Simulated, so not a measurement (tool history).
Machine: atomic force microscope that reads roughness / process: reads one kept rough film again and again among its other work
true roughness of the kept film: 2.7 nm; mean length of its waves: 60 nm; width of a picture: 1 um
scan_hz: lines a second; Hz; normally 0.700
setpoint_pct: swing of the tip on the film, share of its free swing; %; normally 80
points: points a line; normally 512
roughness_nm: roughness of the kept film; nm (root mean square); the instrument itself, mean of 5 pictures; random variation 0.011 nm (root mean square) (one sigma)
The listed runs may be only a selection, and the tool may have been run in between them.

Run 1, hour 0.0: usual settings. Result: roughness_nm 2.572 nm (root mean square).
Run 2, hour 19.6: usual settings. Result: roughness_nm 2.534 nm (root mean square).
Run 3, hour 41.9: usual settings. Result: roughness_nm 2.579 nm (root mean square).
Run 4, hour 53.2: usual settings. Result: roughness_nm 2.559 nm (root mean square).
Run 5, hour 63.9: usual settings. Result: roughness_nm 2.530 nm (root mean square).
Run 6, hour 82.3: usual settings. Result: roughness_nm 2.568 nm (root mean square).
Run 7, hour 93.5: usual settings. Result: roughness_nm 2.557 nm (root mean square).
Run 8, hour 109.4: usual settings. Result: roughness_nm 2.546 nm (root mean square).
Run 9, hour 119.9: usual settings but setpoint_pct 75 %. Result: roughness_nm 2.534 nm (root mean square).
Run 10, hour 140.1: usual settings but setpoint_pct 75 %. Result: roughness_nm 2.552 nm (root mean square).
Run 11, hour 159.4: usual settings but setpoint_pct 75 %. Result: roughness_nm 2.536 nm (root mean square).
Run 12, hour 171.7: usual settings. Result: roughness_nm 2.572 nm (root mean square).
Run 13, hour 181.1: usual settings but setpoint_pct 60 %. Result: roughness_nm 2.602 nm (root mean square).
Run 14, hour 201.8: usual settings but setpoint_pct 60 %. Result: roughness_nm 2.563 nm (root mean square).
Run 15, hour 214.0: usual settings but setpoint_pct 60 %. Result: roughness_nm 2.559 nm (root mean square).
Run 16, hour 232.1: usual settings but setpoint_pct 60 %, points 475. Result: roughness_nm 2.600 nm (root mean square).
Run 17, hour 253.6: usual settings but points 718. Result: roughness_nm 2.527 nm (root mean square).
Run 18, hour 263.9: usual settings. Result: roughness_nm 2.510 nm (root mean square).
Run 19, hour 276.0: usual settings. Result: roughness_nm 2.560 nm (root mean square).
Run 20, hour 287.8: usual settings. Result: roughness_nm 2.562 nm (root mean square).
Run 21, hour 302.0: usual settings. Result: roughness_nm 2.516 nm (root mean square).
Run 22, hour 311.9: usual settings. Result: roughness_nm 2.505 nm (root mean square).
Run 23, hour 328.6: usual settings but scan_hz 1.528 Hz, setpoint_pct 85 %, points 526. Result: roughness_nm 2.481 nm (root mean square).
Run 24, hour 343.6: usual settings but scan_hz 1.528 Hz, setpoint_pct 85 %, points 526. Result: roughness_nm 2.451 nm (root mean square).
Run 25, hour 354.0: usual settings but scan_hz 0.841 Hz, setpoint_pct 65 %. Result: roughness_nm 2.557 nm (root mean square).
Run 26, hour 368.6: usual settings but scan_hz 0.841 Hz, setpoint_pct 87 %. Result: roughness_nm 2.514 nm (root mean square).
Run 27, hour 377.9: usual settings but scan_hz 0.841 Hz, setpoint_pct 87 %, points 978. Result: roughness_nm 2.509 nm (root mean square).
Run 28, hour 393.9: usual settings but scan_hz 2.751 Hz, setpoint_pct 63 %. Result: roughness_nm 2.522 nm (root mean square).
Run 29, hour 415.7: usual settings but scan_hz 3.242 Hz, setpoint_pct 74 %, points 354. Result: roughness_nm 2.463 nm (root mean square).
Run 30, hour 428.1: usual settings but scan_hz 1.054 Hz, setpoint_pct 77 %, points 318. Result: roughness_nm 2.546 nm (root mean square).
Run 31, hour 442.3: usual settings but scan_hz 1.054 Hz, setpoint_pct 77 %, points 318. Result: roughness_nm 2.522 nm (root mean square).
Run 32, hour 452.2: usual settings but scan_hz 0.809 Hz. Result: roughness_nm 2.519 nm (root mean square).
Run 33, hour 470.7: usual settings but scan_hz 3.580 Hz, setpoint_pct 77 %, points 790. Result: roughness_nm 2.383 nm (root mean square).
Run 34, hour 489.0: usual settings but scan_hz 0.587 Hz, setpoint_pct 67 %, points 352. Result: roughness_nm 2.585 nm (root mean square).
Run 35, hour 500.1: usual settings but scan_hz 1.712 Hz, setpoint_pct 72 %, points 279. Result: roughness_nm 2.479 nm (root mean square).
Run 36, hour 518.5: usual settings but scan_hz 1.284 Hz. Result: roughness_nm 2.503 nm (root mean square).
Run 37, hour 538.9: usual settings but scan_hz 0.750 Hz, setpoint_pct 63 %. Result: roughness_nm 2.563 nm (root mean square).
Run 38, hour 556.5: usual settings but scan_hz 0.750 Hz, setpoint_pct 63 %. Result: roughness_nm 2.622 nm (root mean square).
Run 39, hour 570.9: usual settings but scan_hz 0.750 Hz, setpoint_pct 63 %. Result: roughness_nm 2.587 nm (root mean square).
Run 40, hour 591.3: usual settings but scan_hz 0.933 Hz, setpoint_pct 68 %, points 379. Result: roughness_nm 2.543 nm (root mean square).
Run 41, hour 610.0: usual settings but scan_hz 0.933 Hz, setpoint_pct 68 %, points 379. Result: roughness_nm 2.575 nm (root mean square).

Between the runs listed above, the log contained 15 entries, not reproduced here. Where in the sequence does each belong, and how does what the log doesn't record of the tool's condition differ from the listed run before to the listed run after?
From run 2 to run 3: new tip fitted (hour 25.9)
  radius of the tip, nm: 14 -> 10.3; height scale over the true one, %: -0.25 -> -0.26
  measured less the result without the state, roughness_nm: -0.058 -> -0.032 nm (root mean square)
From run 5 to run 6: new tip fitted (hour 74.1)
  radius of the tip, nm: 14.3 -> 8.7; height scale over the true one, %: -0.26 -> -0.27
  measured less the result without the state, roughness_nm: -0.060 -> -0.020 nm (root mean square)
From run 9 to run 10: new tip fitted (hour 122.2)
  radius of the tip, nm: 15.3 -> 10.9; height scale over the true one, %: -0.28 -> -0.29
  measured less the result without the state, roughness_nm: -0.068 -> -0.036 nm (root mean square)
From run 11 to run 12: new tip fitted (hour 169.9)
  radius of the tip, nm: 14.3 -> 7.6
  measured less the result without the state, roughness_nm: -0.062 -> -0.013 nm (root mean square)
From run 15 to run 16: new tip fitted (hour 218.2)
  radius of the tip, nm: 15.2 -> 9.8; height scale over the true one, %: -0.32 -> -0.33
  measured less the result without the state, roughness_nm: -0.069 -> -0.030 nm (root mean square)
From run 18 to run 19: new tip fitted (hour 266.4)
  radius of the tip, nm: 15.7 -> 9.4
  measured less the result without the state, roughness_nm: -0.072 -> -0.026 nm (root mean square)
From run 22 to run 23: new tip fitted (hour 313.5)
  radius of the tip, nm: 16.1 -> 10
  measured less the result without the state, roughness_nm: -0.075 -> -0.031 nm (root mean square)
From run 23 to run 24: height scale calibrated on a step standard (hour 330.6)
  radius of the tip, nm: 10 -> 12.5; height scale over the true one, %: -0.36 -> -0.46
  measured less the result without the state, roughness_nm: -0.031 -> -0.051 nm (root mean square)
From run 25 to run 26: new tip fitted (hour 362.6)
  radius of the tip, nm: 14.6 -> 8.5; height scale over the true one, %: -0.46 -> -0.47
  measured less the result without the state, roughness_nm: -0.069 -> -0.023 nm (root mean square)
From run 27 to run 28: height scale calibrated on a step standard, once more (hour 391.3)
  radius of the tip, nm: 10.2 -> 12.9; height scale over the true one, %: -0.47 -> 0
  measured less the result without the state, roughness_nm: -0.035 -> -0.043 nm (root mean square)
From run 28 to run 29: new tip fitted (hour 411.2)
  radius of the tip, nm: 12.9 -> 8.2; height scale over the true one, %: 0 -> -0.01
  measured less the result without the state, roughness_nm: -0.043 -> -0.009 nm (root mean square)
From run 32 to run 33: new tip fitted (hour 458.1)
  radius of the tip, nm: 14.8 -> 9.8
  measured less the result without the state, roughness_nm: -0.057 -> -0.021 nm (root mean square)
From run 35 to run 36: new tip fitted (hour 504.9)
  radius of the tip, nm: 15.8 -> 10.4; height scale over the true one, %: -0.04 -> -0.05
  measured less the result without the state, roughness_nm: -0.065 -> -0.026 nm (root mean square)
From run 37 to run 38: new tip fitted (hour 552.1)
  radius of the tip, nm: 14.6 -> 8.2; height scale over the true one, %: -0.06 -> -0.07
  measured less the result without the state, roughness_nm: -0.058 -> -0.011 nm (root mean square)
From run 40 to run 41: new tip fitted (hour 599.0)
  radius of the tip, nm: 15 -> 9.4; height scale over the true one, %: -0.08 -> -0.09
  measured less the result without the state, roughness_nm: -0.061 -> -0.020 nm (root mean square)
